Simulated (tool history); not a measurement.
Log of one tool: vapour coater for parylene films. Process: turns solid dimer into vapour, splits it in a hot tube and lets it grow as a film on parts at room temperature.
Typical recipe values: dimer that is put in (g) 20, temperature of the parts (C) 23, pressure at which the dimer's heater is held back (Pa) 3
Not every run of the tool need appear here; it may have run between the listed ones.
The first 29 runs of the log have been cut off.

run	hour	dimer that is put in (g)	temperature of the parts (C)	pressure at which the dimer's heater is held back (Pa)	thickness of the film (µm)
30	1524.4	20	30	3.55	9.4
31	1565.5	26	34	5.45	11.05
32	1599.5	21	23	3.07	11.26
33	1671.9	11	19	7.62	5.83
34	1729.4	20	26	7.62	9.39
35	1788.6	12	23	11.97	5.68
36	1841.2	14	23	3.91	7.19
37	1903.9	11	23	4.33	5.56
38	1942.4	11	23	4.33	5.56
39	1983.2	11	23	4.33	5.5
40	2038.9	11	23	4.33	5.56
41	2107.3	11	23	7.77	5.32
42	2139.9	11	28	3	5.19
43	2187.3	12	33	2.16	5.36
44	2223.7	34	20	2.18	19
45	2255.2	12	20	3.58	6.4
46	2289.3	16	24	3.72	7.84
47	2340.4	16	24	3.72	7.89

What if the next run were any one of these 3? Each begins from the tool's condition after run 47:
A	2386.7	20	20	3	?
B	2386.7	14	35	7.56	?
C	2386.7	16	22	6.6	?

run	thickness of the film (µm)
A	10.74
B	5.33
C	7.75
The same runs, with their run-to-run variation unchanged, on a tool lacking any hidden condition would have given:
run	thickness of the film (µm)
A	11.8
B	5.85
C	8.51
